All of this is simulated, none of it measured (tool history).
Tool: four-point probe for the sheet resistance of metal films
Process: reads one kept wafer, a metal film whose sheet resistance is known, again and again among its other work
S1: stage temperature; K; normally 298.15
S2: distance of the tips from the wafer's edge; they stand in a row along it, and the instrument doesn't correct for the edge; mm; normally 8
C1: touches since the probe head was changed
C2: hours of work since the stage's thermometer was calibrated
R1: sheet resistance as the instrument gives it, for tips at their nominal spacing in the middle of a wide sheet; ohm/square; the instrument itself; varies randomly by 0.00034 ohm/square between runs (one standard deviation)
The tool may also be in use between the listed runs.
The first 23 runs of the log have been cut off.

run,hour,S1,S2,C1,C2,R1
24,793.2,300.15,20,74523,1941,1.692615
25,827.6,299.15,8,75594,1963,1.71213
26,858,291.15,19,76537,1983,1.695906
27,912.8,291.15,19,78244,2018,1.696251
# hour 951: new probe head fitted
28,958.6,291.15,19,237,2047,1.678105
29,996.3,291.15,19,1411,2072,1.678581
30,1019.6,303.15,48,2137,2087,1.672055
31,1052.8,303.15,48,3168,2108,1.67308
32,1105.1,303.15,3,4795,2142,1.818508
# hour 1109.1: stage's thermometer calibrated
33,1144.5,292.15,61,6006,23,1.675644
34,1188.4,292.15,10,7373,51,1.690121
35,1235.6,298.15,7,8840,82,1.703086
36,1270.3,298.15,12,9920,104,1.684025
37,1305.3,298.15,12,11009,127,1.684577
# hour 1348: stage's thermometer calibrated, once more
38,1348,297.15,16,12325,0,1.683489
39,1378.6,292.15,15,13275,20,1.686074
40,1414.5,292.15,15,14391,43,1.686295
41,1465.7,303.15,8,15985,76,1.700863
42,1520.1,303.15,8,17677,111,1.700373
43,1547.4,298.15,7,18527,129,1.709125
44,1570.5,291.15,8,19247,144,1.703697
45,1626.4,296.15,6,20986,180,1.720032

4 ways to go on from here, each from the tool as it stands after run 45. What would each give?
A,1680.2,306.15,15,22658,215,?
B,1680.2,295.15,6,22658,215,?
C,1680.2,299.15,14,22658,215,?
D,1680.2,298.15,9,22658,215,?

run,R1
A,1.684587
B,1.720778
C,1.687588
D,1.697828
Take away the tool's hidden state, keep each run's random variation, and the runs would have read:
run,R1
A,1.675389
B,1.711411
C,1.678383
D,1.688572
